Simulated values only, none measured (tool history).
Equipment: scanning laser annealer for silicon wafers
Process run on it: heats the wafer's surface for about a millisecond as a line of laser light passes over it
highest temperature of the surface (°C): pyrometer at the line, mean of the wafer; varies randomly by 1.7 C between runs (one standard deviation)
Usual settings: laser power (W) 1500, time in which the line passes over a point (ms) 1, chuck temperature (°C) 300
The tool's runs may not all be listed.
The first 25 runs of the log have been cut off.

run,hour,laser power (W),time in which the line passes over a point (ms),chuck temperature (°C),highest temperature of the surface (°C)
26,977.7,1487,1.1,337,1108
27,1027.6,1546,1.03,300,1071
28,1055.9,1543,0.93,290,1015
29,1092.4,1296,0.73,300,833
30,1123.5,1296,0.73,300,835
31,1154.3,1296,0.73,300,832
32,1186.8,1500,0.82,322,975
33,1241.9,1486,1.15,300,1088
34,1277.3,1300,1,273,908
35,1326.6,1578,1,282,1048
36,1356,1578,1,282,1048
37,1409.7,1598,1.08,328,1142
38,1459.8,1440,1,297,995
39,1507.6,1440,1,297,996
40,1534.7,1418,1,267,954

5 options for the next run, each taken on its own from the tool as it stands now. Forecast them:
A,1560.2,1316,0.8,295,?
B,1560.2,1595,0.86,281,?
C,1560.2,1339,1.09,324,?
D,1560.2,1578,1.14,265,?
E,1560.2,1418,1,270,?

run,highest temperature of the surface (°C)
A,859
B,990
C,1007
D,1086
E,958
What these runs would have given with no unlogged condition in the tool:
run,highest temperature of the surface (°C)
A,871
B,1006
C,1021
D,1103
E,973
